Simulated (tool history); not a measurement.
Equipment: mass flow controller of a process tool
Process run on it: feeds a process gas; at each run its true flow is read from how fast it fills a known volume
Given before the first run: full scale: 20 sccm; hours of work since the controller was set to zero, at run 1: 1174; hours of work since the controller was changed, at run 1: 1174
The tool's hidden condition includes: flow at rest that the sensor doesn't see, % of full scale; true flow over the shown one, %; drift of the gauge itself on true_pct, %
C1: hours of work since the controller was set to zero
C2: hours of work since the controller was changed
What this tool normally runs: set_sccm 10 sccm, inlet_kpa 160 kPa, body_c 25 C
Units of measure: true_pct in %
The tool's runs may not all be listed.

run 1 hour=0.0 | set_sccm=10 inlet_kpa=160 body_c=25 | C1=1174 C2=1174 | true_pct=98.97
run 2 hour=110.8 | set_sccm=10 inlet_kpa=160 body_c=25 | C1=1243 C2=1243 | true_pct=98.86
run 3 hour=197.4 | set_sccm=10 inlet_kpa=160 body_c=25 | C1=1298 C2=1298 | true_pct=98.82
run 4 hour=287.3 | set_sccm=10 inlet_kpa=160 body_c=28 | C1=1354 C2=1354 | true_pct=98.64
run 5 hour=444.0 | set_sccm=11 inlet_kpa=160 body_c=25 | C1=1451 C2=1451 | true_pct=98.78
run 6 hour=542.7 | set_sccm=11 inlet_kpa=160 body_c=25 | C1=1513 C2=1513 | true_pct=98.81
run 7 hour=722.0 | set_sccm=10 inlet_kpa=160 body_c=25 | C1=1625 C2=1625 | true_pct=98.60
run 8 hour=800.6 | set_sccm=10 inlet_kpa=160 body_c=25 | C1=1674 C2=1674 | true_pct=98.61
run 9 hour=900.3 | set_sccm=4 inlet_kpa=160 body_c=25 | C1=1736 C2=1736 | true_pct=97.76
run 10 hour=980.7 | set_sccm=10 inlet_kpa=160 body_c=21 | C1=1787 C2=1787 | true_pct=98.81
run 11 hour=1129.4 | set_sccm=10 inlet_kpa=160 body_c=21 | C1=1879 C2=1879 | true_pct=98.76
run 12 hour=1217.2 | set_sccm=10 inlet_kpa=160 body_c=25 | C1=1934 C2=1934 | true_pct=98.37
run 13 hour=1317.3 | set_sccm=10 inlet_kpa=160 body_c=25 | C1=1997 C2=1997 | true_pct=98.43
run 14 hour=1487.2 | set_sccm=10 inlet_kpa=226 body_c=25 | C1=2103 C2=2103 | true_pct=98.02
run 15 hour=1571.0 | set_sccm=10 inlet_kpa=226 body_c=25 | C1=2155 C2=2155 | true_pct=97.84
run 16 hour=1724.6 | set_sccm=4 inlet_kpa=160 body_c=25 | C1=2251 C2=2251 | true_pct=97.45
run 17 hour=1813.3 | set_sccm=5 inlet_kpa=160 body_c=25 | C1=2306 C2=2306 | true_pct=97.60
run 18 hour=1915.0 | set_sccm=10 inlet_kpa=160 body_c=25 | C1=2370 C2=2370 | true_pct=98.04
run 19 hour=2014.8 | set_sccm=10 inlet_kpa=160 body_c=25 | C1=2432 C2=2432 | true_pct=98.14
run 20 hour=2092.6 | set_sccm=7 inlet_kpa=160 body_c=22 | C1=2481 C2=2481 | true_pct=97.83
run 21 hour=2258.8 | set_sccm=9 inlet_kpa=209 body_c=25 | C1=2585 C2=2585 | true_pct=97.50
run 22 hour=2351.1 | set_sccm=9 inlet_kpa=160 body_c=36 | C1=2642 C2=2642 | true_pct=97.10
run 23 hour=2518.8 | set_sccm=20 inlet_kpa=156 body_c=26 | C1=2747 C2=2747 | true_pct=99.04
run 24 hour=2653.1 | set_sccm=20 inlet_kpa=156 body_c=26 | C1=2831 C2=2831 | true_pct=98.93
run 25 hour=2743.6 | set_sccm=20 inlet_kpa=156 body_c=26 | C1=2887 C2=2887 | true_pct=98.81
run 26 hour=2852.2 | set_sccm=20 inlet_kpa=156 body_c=26 | C1=2955 C2=2955 | true_pct=98.92
run 27 hour=3027.5 | set_sccm=19 inlet_kpa=160 body_c=27 | C1=3065 C2=3065 | true_pct=98.50
run 28 hour=3165.1 | set_sccm=10 inlet_kpa=160 body_c=29 | C1=3151 C2=3151 | true_pct=97.26
run 29 hour=3331.8 | set_sccm=10 inlet_kpa=149 body_c=25 | C1=3255 C2=3255 | true_pct=97.64
run 30 hour=3508.9 | set_sccm=4 inlet_kpa=189 body_c=30 | C1=3365 C2=3365 | true_pct=96.18
run 31 hour=3673.5 | set_sccm=4 inlet_kpa=157 body_c=30 | C1=3468 C2=3468 | true_pct=96.19
run 32 hour=3774.6 | set_sccm=9 inlet_kpa=157 body_c=40 | C1=3531 C2=3531 | true_pct=96.15
run 33 hour=3904.2 | set_sccm=3 inlet_kpa=157 body_c=40 | C1=3612 C2=3612 | true_pct=95.47
run 34 hour=4042.4 | set_sccm=4 inlet_kpa=226 body_c=31 | C1=3698 C2=3698 | true_pct=95.79
run 35 hour=4233.3 | set_sccm=16 inlet_kpa=228 body_c=28 | C1=3818 C2=3818 | true_pct=97.33
run 36 hour=4420.3 | set_sccm=10 inlet_kpa=160 body_c=20 | C1=3934 C2=3934 | true_pct=97.44
-- hour=4431.4 gauge calibrated
run 37 hour=4541.2 | set_sccm=10 inlet_kpa=160 body_c=20 | C1=4010 C2=4010 | true_pct=99.24

Alternative continuations, all from the tool just after run 37; predict every row:
run A hour=4628.7 | set_sccm=14 inlet_kpa=141 body_c=29 | C1=4064 C2=4064 | true_pct=?
run B hour=4628.7 | set_sccm=3 inlet_kpa=140 body_c=30 | C1=4064 C2=4064 | true_pct=?
run C hour=4628.7 | set_sccm=10 inlet_kpa=160 body_c=23 | C1=4064 C2=4064 | true_pct=?
run D hour=4628.7 | set_sccm=10 inlet_kpa=160 body_c=27 | C1=4064 C2=4064 | true_pct=?

run=A true_pct=99.12
run=B true_pct=97.76
run=C true_pct=99.01
run=D true_pct=98.70
Take away the tool's hidden state, keep each run's random variation, and the runs would have read:
run=A true_pct=99.21
run=B true_pct=97.83
run=C true_pct=99.10
run=D true_pct=98.79

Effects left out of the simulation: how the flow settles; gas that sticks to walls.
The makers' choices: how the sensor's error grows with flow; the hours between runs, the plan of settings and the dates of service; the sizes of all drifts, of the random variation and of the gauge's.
